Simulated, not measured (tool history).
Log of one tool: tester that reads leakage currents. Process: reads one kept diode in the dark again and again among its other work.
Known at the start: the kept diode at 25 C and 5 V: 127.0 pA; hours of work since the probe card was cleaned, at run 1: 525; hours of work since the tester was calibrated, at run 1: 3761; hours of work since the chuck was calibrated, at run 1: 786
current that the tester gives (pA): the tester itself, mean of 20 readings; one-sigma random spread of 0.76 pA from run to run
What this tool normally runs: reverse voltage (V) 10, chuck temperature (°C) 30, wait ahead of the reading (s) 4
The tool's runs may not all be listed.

| run | day | reverse voltage (V) | chuck temperature (°C) | wait ahead of the reading (s) | hours of work since the probe card was cleaned | hours of work since the tester was calibrated | hours of work since the chuck was calibrated | current that the tester gives (pA) |
|---|---|---|---|---|---|---|---|---|
| 1 | 0 | 10 | 30 | 4 | 525 | 3761 | 786 | 239.21 |
| 2 | 6.292 | 10 | 30 | 4 | 642 | 3877 | 903 | 237.74 |
| 3 | 15.246 | 10 | 42 | 4 | 808 | 4043 | 1068 | 560.64 |
|  | 22.683 | chuck's temperature calibrated |
| 4 | 23.85 | 10 | 42 | 4 | 966 | 4201 | 22 | 644.12 |
| 5 | 28.425 | 1.7 | 30 | 4 | 1050 | 4286 | 106 | 122.78 |
| 6 | 35.838 | 10 | 30 | 4 | 1188 | 4423 | 244 | 269.14 |
| 7 | 41.371 | 10 | 30 | 4 | 1290 | 4526 | 346 | 267.54 |
|  | 41.912 | probe card cleaned and baked |
| 8 | 50.046 | 10 | 30 | 4 | 151 | 4684 | 505 | 236.6 |
| 9 | 56.288 | 10 | 30 | 4 | 266 | 4800 | 620 | 236.2 |
| 10 | 60.338 | 10 | 31 | 4 | 341 | 4875 | 695 | 254.65 |
|  | 66.508 | tester calibrated |
| 11 | 68.367 | 10 | 31 | 4 | 489 | 34 | 843 | 260.16 |
| 12 | 76.9 | 10 | 31 | 4 | 647 | 193 | 1001 | 257.2 |
| 13 | 82.354 | 10 | 31 | 4 | 748 | 294 | 1102 | 255.85 |
| 14 | 87.354 | 10 | 31 | 4 | 841 | 386 | 1195 | 254.94 |
|  | 88.088 | chuck's temperature calibrated |
| 15 | 92.588 | 10 | 30 | 4 | 936 | 482 | 83 | 270.19 |
| 16 | 99.512 | 10 | 30 | 4 | 1064 | 610 | 212 | 268.17 |
| 17 | 106.471 | 10 | 30 | 4 | 1193 | 739 | 341 | 266.3 |
|  | 112.362 | probe card cleaned and baked |
| 18 | 113.129 | 10 | 30 | 4 | 14 | 860 | 462 | 239.6 |
| 19 | 118.517 | 10 | 30 | 0.69 | 114 | 960 | 562 | 238.47 |
| 20 | 124.204 | 1.1 | 23 | 0.51 | 219 | 1065 | 667 | 53.41 |
| 21 | 131.475 | 5.2 | 47 | 0.44 | 354 | 1200 | 802 | 625.81 |
| 22 | 137.521 | 2.3 | 47 | 0.44 | 466 | 1312 | 914 | 441.88 |
| 23 | 142.192 | 11.7 | 30 | 4 | 553 | 1399 | 1000 | 249.92 |
| 24 | 150.238 | 11.7 | 20 | 4 | 702 | 1548 | 1149 | 118.73 |
|  | 153.088 | chuck's temperature calibrated |
| 25 | 157.342 | 3.2 | 30 | 2.72 | 832 | 1678 | 79 | 162.71 |
| 26 | 163.154 | 1.1 | 30 | 4 | 940 | 1786 | 187 | 101.7 |
| 27 | 170.396 | 1.1 | 30 | 4 | 1074 | 1920 | 321 | 99.96 |
| 28 | 176.012 | 1.1 | 30 | 4 | 1178 | 2024 | 425 | 98.22 |
|  | 182.758 | probe card cleaned and baked |
| 29 | 184.179 | 1.1 | 30 | 4 | 26 | 2173 | 574 | 93.97 |
| 30 | 191.462 | 13.2 | 49 | 2.28 | 161 | 2308 | 709 | 1061.4 |
| 31 | 197.562 | 1.2 | 35 | 2.28 | 274 | 2421 | 822 | 139.41 |
| 32 | 204.304 | 2 | 22 | 2.28 | 399 | 2546 | 947 | 61.12 |
| 33 | 212.408 | 14.1 | 22 | 2.01 | 550 | 2696 | 1097 | 146.27 |
| 34 | 217.525 | 14.1 | 25 | 0.3 | 644 | 2791 | 1192 | 187.67 |
|  | 218.308 | chuck's temperature calibrated |
| 35 | 222.575 | 16.3 | 37 | 0.33 | 736 | 2883 | 79 | 545.49 |
| 36 | 230.667 | 9.1 | 30 | 1.36 | 886 | 3033 | 229 | 249.09 |
| 37 | 236.429 | 2.3 | 24 | 1.36 | 993 | 3140 | 336 | 84.67 |
| 38 | 240.5 | 1.9 | 35 | 0.54 | 1069 | 3215 | 411 | 179.97 |

Below are 3 alternative next runs, each starting from the tool's condition after run 38. Predict each:
| A | 245.6 | 9.7 | 30 | 0.63 | 1163 | 3310 | 506 | ? |
| B | 245.6 | 1.2 | 20 | 0.42 | 1163 | 3310 | 506 | ? |
| C | 245.6 | 15.5 | 42 | 2.31 | 1163 | 3310 | 506 | ? |

| run | current that the tester gives (pA) |
|---|---|
| A | 254.52 |
| B | 45.67 |
| C | 728.86 |
What these runs would have given with no unlogged condition in the tool:
| run | current that the tester gives (pA) |
|---|---|
| A | 251.48 |
| B | 46.76 |
| C | 748.48 |
